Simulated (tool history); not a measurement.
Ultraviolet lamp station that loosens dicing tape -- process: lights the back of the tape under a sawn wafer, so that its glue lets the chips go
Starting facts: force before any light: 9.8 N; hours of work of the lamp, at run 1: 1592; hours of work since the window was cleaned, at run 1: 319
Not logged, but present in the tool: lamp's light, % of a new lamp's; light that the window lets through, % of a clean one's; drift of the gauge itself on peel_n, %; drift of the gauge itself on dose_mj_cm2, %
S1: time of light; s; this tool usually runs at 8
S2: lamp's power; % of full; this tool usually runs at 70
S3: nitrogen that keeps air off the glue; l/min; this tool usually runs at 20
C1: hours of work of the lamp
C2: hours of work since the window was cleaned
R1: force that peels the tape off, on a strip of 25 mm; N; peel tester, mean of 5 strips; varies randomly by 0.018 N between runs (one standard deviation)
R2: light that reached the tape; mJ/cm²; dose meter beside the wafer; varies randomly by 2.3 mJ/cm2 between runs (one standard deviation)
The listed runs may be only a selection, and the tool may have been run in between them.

Run 1, hour 0.0: usual settings; C1 1592; C2 319. Result: R1 1.722 N, R2 164 mJ/cm².
Run 2, hour 55.6: usual settings; C1 1629; C2 357. Result: R1 1.767 N, R2 167 mJ/cm².
Run 3, hour 81.8: usual settings but S3 12 l/min; C1 1647; C2 375. Result: R1 2.414 N, R2 162 mJ/cm².
Run 4, hour 137.9: usual settings; C1 1685; C2 413. Result: R1 1.834 N, R2 158 mJ/cm².
At hour 183.3: lamp changed.
Run 5, hour 192.3: usual settings but S2 65 % of full; C1 6; C2 449. Result: R1 1.353 N, R2 190 mJ/cm².
Run 6, hour 219.7: usual settings but S2 65 % of full; C1 25; C2 468. Result: R1 1.371 N, R2 190 mJ/cm².
Run 7, hour 252.2: usual settings but S2 65 % of full; C1 47; C2 490. Result: R1 1.382 N, R2 185 mJ/cm².
Run 8, hour 305.4: usual settings but S2 65 % of full; C1 83; C2 526. Result: R1 1.418 N, R2 183 mJ/cm².
Run 9, hour 349.9: usual settings; C1 113; C2 556. Result: R1 1.298 N, R2 193 mJ/cm².
At hour 374.3: window cleaned of glue's vapour.
Run 10, hour 384.9: usual settings but S3 18 l/min; C1 137; C2 7. Result: R1 0.987 N, R2 226 mJ/cm².
Run 11, hour 429.4: usual settings but S2 65 % of full, S3 18 l/min; C1 167; C2 38. Result: R1 1.177 N, R2 207 mJ/cm².
Run 12, hour 479.1: usual settings but S2 65 % of full, S3 18 l/min; C1 201; C2 71. Result: R1 1.164 N, R2 204 mJ/cm².
Run 13, hour 522.1: usual settings; C1 230; C2 101. Result: R1 0.962 N, R2 221 mJ/cm².
Run 14, hour 546.1: usual settings but S2 68 % of full; C1 246; C2 117. Result: R1 1.037 N, R2 215 mJ/cm².
Run 15, hour 595.8: usual settings; C1 280; C2 151. Result: R1 1.001 N, R2 216 mJ/cm².
Run 16, hour 635.4: usual settings but S3 23 l/min; C1 307; C2 178. Result: R1 0.934 N, R2 215 mJ/cm².
Run 17, hour 684.5: usual settings but S3 23 l/min; C1 341; C2 211. Result: R1 0.950 N, R2 204 mJ/cm².
Run 18, hour 731.4: usual settings but S3 23 l/min; C1 373; C2 243. Result: R1 0.971 N, R2 209 mJ/cm².
Run 19, hour 765.0: usual settings but S3 23 l/min; C1 395; C2 266. Result: R1 1.038 N, R2 206 mJ/cm².
Run 20, hour 790.8: usual settings but S2 94 % of full; C1 413; C2 283. Result: R1 0.627 N, R2 270 mJ/cm².
Run 21, hour 821.8: usual settings but S1 13 s, S2 100 % of full, S3 7 l/min; C1 434; C2 304. Result: R1 0.446 N, R2 474 mJ/cm².
Run 22, hour 880.8: usual settings but S1 11 s, S2 82 % of full; C1 474; C2 345. Result: R1 0.414 N, R2 316 mJ/cm².
Run 23, hour 933.5: usual settings but S1 11 s, S2 82 % of full; C1 510; C2 380. Result: R1 0.431 N, R2 315 mJ/cm².
Run 24, hour 978.4: usual settings but S1 11 s, S2 82 % of full; C1 541; C2 411. Result: R1 0.434 N, R2 310 mJ/cm².
Run 25, hour 1006.5: usual settings but S1 11 s, S2 82 % of full; C1 560; C2 430. Result: R1 0.465 N, R2 309 mJ/cm².
Run 26, hour 1055.2: usual settings but S1 14 s, S2 67 % of full, S3 7 l/min; C1 593; C2 463. Result: R1 1.162 N, R2 318 mJ/cm².
Run 27, hour 1107.7: usual settings but S1 14 s, S2 67 % of full, S3 7 l/min; C1 628; C2 499. Result: R1 1.178 N, R2 311 mJ/cm².
Run 28, hour 1160.9: usual settings but S1 13 s, S2 67 % of full, S3 34 l/min; C1 665; C2 535. Result: R1 0.339 N, R2 284 mJ/cm².
At hour 1215.7: window cleaned of glue's vapour.
Run 29, hour 1215.7: usual settings but S1 4 s, S2 60 % of full, S3 13 l/min; C1 702; C2 0. Result: R1 4.357 N, R2 93 mJ/cm².
Run 30, hour 1258.3: usual settings but S1 13 s, S2 74 % of full, S3 8 l/min; C1 731; C2 29. Result: R1 0.777 N, R2 363 mJ/cm².
Run 31, hour 1302.3: usual settings but S1 13 s, S2 64 % of full, S3 12 l/min; C1 761; C2 59. Result: R1 0.734 N, R2 313 mJ/cm².
Run 32, hour 1342.6: usual settings but S1 5 s, S2 85 % of full, S3 16 l/min; C1 788; C2 86. Result: R1 2.116 N, R2 155 mJ/cm².
Run 33, hour 1373.7: usual settings but S1 4 s, S2 73 % of full, S3 23 l/min; C1 809; C2 108. Result: R1 2.869 N, R2 108 mJ/cm².
Run 34, hour 1426.8: usual settings but S1 4 s, S2 73 % of full, S3 23 l/min; C1 845; C2 144. Result: R1 2.996 N, R2 106 mJ/cm².
Run 35, hour 1452.6: usual settings but S1 4 s, S2 73 % of full, S3 23 l/min; C1 863; C2 161. Result: R1 3.071 N, R2 102 mJ/cm².
Run 36, hour 1486.5: usual settings but S1 12 s, S3 30 l/min; C1 886; C2 184. Result: R1 0.338 N, R2 299 mJ/cm².
Run 37, hour 1520.3: usual settings but S1 12 s, S3 30 l/min; C1 909; C2 207. Result: R1 0.350 N, R2 295 mJ/cm².
Run 38, hour 1546.2: usual settings but S1 5 s, S2 96 % of full, S3 9 l/min; C1 926; C2 225. Result: R1 2.794 N, R2 166 mJ/cm².

3 ways to go on from here, each from the tool as it stands after run 38. What would each give?
Run A, hour 1605.6: usual settings but S1 10 s, S2 74 % of full, S3 9 l/min; C1 967; C2 265. Result: R1 ?, R2 ?.
Run B, hour 1605.6: usual settings but S1 16 s, S2 61 % of full; C1 967; C2 265. Result: R1 ?, R2 ?.
Run C, hour 1605.6: usual settings but S1 13 s, S3 21 l/min; C1 967; C2 265. Result: R1 ?, R2 ?.

run     R1   R2
  A  1.449  255
  B  0.378  329
  C  0.429  306
Had the tool no hidden state, the same runs would have come out as:
run     R1   R2
  A  0.946  315
  B  0.225  408
  C  0.256  379
